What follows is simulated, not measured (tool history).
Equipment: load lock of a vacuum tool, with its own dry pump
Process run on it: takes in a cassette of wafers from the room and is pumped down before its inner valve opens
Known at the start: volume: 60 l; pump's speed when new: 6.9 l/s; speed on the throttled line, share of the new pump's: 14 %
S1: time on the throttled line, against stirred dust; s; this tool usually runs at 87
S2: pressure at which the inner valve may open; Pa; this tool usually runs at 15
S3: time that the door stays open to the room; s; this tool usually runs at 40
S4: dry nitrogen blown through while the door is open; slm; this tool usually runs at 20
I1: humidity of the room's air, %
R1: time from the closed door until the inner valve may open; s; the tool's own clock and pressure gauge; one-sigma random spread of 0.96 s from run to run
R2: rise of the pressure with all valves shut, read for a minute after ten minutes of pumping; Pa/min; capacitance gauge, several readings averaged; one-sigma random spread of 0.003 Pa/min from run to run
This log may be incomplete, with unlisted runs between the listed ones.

{"run": 1, "hour": 0.0, "S1": 87, "S2": 15, "S3": 40, "S4": 20, "I1": 46.1, "R1": 153.4, "R2": 0.021}
{"run": 2, "hour": 118.9, "S1": 87, "S2": 15, "S3": 40, "S4": 6, "I1": 47.7, "R1": 152.0, "R2": 0.039}
{"run": 3, "hour": 231.3, "S1": 87, "S2": 15, "S3": 40, "S4": 7, "I1": 41.5, "R1": 151.8, "R2": 0.032}
{"run": 4, "hour": 332.6, "S1": 87, "S2": 15, "S3": 40, "S4": 7, "I1": 45.7, "R1": 151.5, "R2": 0.038}
{"run": 5, "hour": 411.7, "S1": 87, "S2": 15, "S3": 40, "S4": 7, "I1": 42.9, "R1": 152.9, "R2": 0.032}
{"run": 6, "hour": 550.8, "S1": 87, "S2": 15, "S3": 40, "S4": 7, "I1": 40.6, "R1": 151.4, "R2": 0.032}
{"run": 7, "hour": 695.1, "S1": 87, "S2": 15, "S3": 40, "S4": 7, "I1": 47.0, "R1": 153.4, "R2": 0.036}
{"run": 8, "hour": 842.2, "S1": 87, "S2": 15, "S3": 40, "S4": 20, "I1": 44.5, "R1": 151.8, "R2": 0.027}
{"run": 9, "hour": 963.8, "S1": 87, "S2": 15, "S3": 40, "S4": 20, "I1": 44.0, "R1": 152.4, "R2": 0.03}
{"run": 10, "hour": 1109.1, "S1": 87, "S2": 15, "S3": 40, "S4": 20, "I1": 43.8, "R1": 154.1, "R2": 0.022}
{"run": 11, "hour": 1251.1, "S1": 87, "S2": 15, "S3": 40, "S4": 20, "I1": 46.0, "R1": 152.6, "R2": 0.027}
{"run": 12, "hour": 1321.2, "S1": 87, "S2": 15, "S3": 40, "S4": 20, "I1": 46.5, "R1": 152.6, "R2": 0.023}
{"run": 13, "hour": 1419.5, "S1": 87, "S2": 15, "S3": 40, "S4": 20, "I1": 44.6, "R1": 152.2, "R2": 0.023}
{"run": 14, "hour": 1500.2, "S1": 87, "S2": 16, "S3": 40, "S4": 20, "I1": 45.8, "R1": 151.2, "R2": 0.025}
{"run": 15, "hour": 1602.5, "S1": 87, "S2": 16, "S3": 40, "S4": 20, "I1": 43.0, "R1": 152.4, "R2": 0.021}
{"run": 16, "hour": 1746.2, "S1": 87, "S2": 16, "S3": 40, "S4": 20, "I1": 44.1, "R1": 149.7, "R2": 0.021}
{"run": 17, "hour": 1913.9, "S1": 87, "S2": 15, "S3": 40, "S4": 20, "I1": 44.6, "R1": 150.5, "R2": 0.025}
{"run": 18, "hour": 2001.7, "S1": 87, "S2": 12, "S3": 40, "S4": 20, "I1": 43.3, "R1": 153.0, "R2": 0.024}
{"run": 19, "hour": 2139.9, "S1": 87, "S2": 12, "S3": 40, "S4": 20, "I1": 40.1, "R1": 154.1, "R2": 0.02}
{"run": 20, "hour": 2309.6, "S1": 82, "S2": 12, "S3": 99, "S4": 20, "I1": 43.0, "R1": 150.1, "R2": 0.042}
{"run": 21, "hour": 2447.6, "S1": 87, "S2": 15, "S3": 157, "S4": 13, "I1": 47.3, "R1": 151.2, "R2": 0.058}
{"run": 22, "hour": 2595.7, "S1": 87, "S2": 15, "S3": 157, "S4": 13, "I1": 41.8, "R1": 152.2, "R2": 0.047}
{"run": 23, "hour": 2684.9, "S1": 83, "S2": 15, "S3": 54, "S4": 7, "I1": 46.4, "R1": 148.9, "R2": 0.038}
{"run": 24, "hour": 2758.4, "S1": 87, "S2": 16, "S3": 122, "S4": 20, "I1": 48.5, "R1": 150.9, "R2": 0.042}
{"run": 25, "hour": 2931.7, "S1": 87, "S2": 16, "S3": 122, "S4": 20, "I1": 41.9, "R1": 152.0, "R2": 0.036}
{"run": 26, "hour": 3065.4, "S1": 87, "S2": 18, "S3": 197, "S4": 38, "I1": 46.6, "R1": 150.6, "R2": 0.036}
{"run": 27, "hour": 3138.9, "S1": 85, "S2": 15, "S3": 197, "S4": 38, "I1": 45.9, "R1": 149.9, "R2": 0.041}
{"run": 28, "hour": 3310.8, "S1": 85, "S2": 15, "S3": 197, "S4": 38, "I1": 42.7, "R1": 149.7, "R2": 0.041}
{"run": 29, "hour": 3406.1, "S1": 85, "S2": 23, "S3": 26, "S4": 14, "I1": 43.8, "R1": 146.2, "R2": 0.022}
{"run": 30, "hour": 3575.2, "S1": 85, "S2": 11, "S3": 26, "S4": 17, "I1": 45.9, "R1": 152.2, "R2": 0.016}
{"run": 31, "hour": 3711.5, "S1": 87, "S2": 24, "S3": 46, "S4": 5, "I1": 44.9, "R1": 148.3, "R2": 0.034}
{"run": 32, "hour": 3781.8, "S1": 87, "S2": 16, "S3": 60, "S4": 11, "I1": 43.5, "R1": 150.9, "R2": 0.029}
{"run": 33, "hour": 3948.0, "S1": 121, "S2": 28, "S3": 60, "S4": 9, "I1": 44.6, "R1": 174.1, "R2": 0.037}
{"run": 34, "hour": 4047.6, "S1": 121, "S2": 11, "S3": 60, "S4": 10, "I1": 46.1, "R1": 184.5, "R2": 0.032}
{"run": 35, "hour": 4136.2, "S1": 136, "S2": 13, "S3": 102, "S4": 20, "I1": 45.4, "R1": 195.1, "R2": 0.043}
{"run": 36, "hour": 4272.3, "S1": 136, "S2": 13, "S3": 102, "S4": 20, "I1": 43.6, "R1": 198.8, "R2": 0.033}
{"run": 37, "hour": 4417.1, "S1": 146, "S2": 13, "S3": 40, "S4": 9, "I1": 44.0, "R1": 206.2, "R2": 0.026}

Not shown: 1 entry that the log had between the listed runs. Between which runs, and how does the tool's hidden state differ before and after?
Runs 30 to 31: door's seal changed, seat wiped (hour 3696.7)
  leak at the door's seal, Pa l/s: 0.003 -> 0.002

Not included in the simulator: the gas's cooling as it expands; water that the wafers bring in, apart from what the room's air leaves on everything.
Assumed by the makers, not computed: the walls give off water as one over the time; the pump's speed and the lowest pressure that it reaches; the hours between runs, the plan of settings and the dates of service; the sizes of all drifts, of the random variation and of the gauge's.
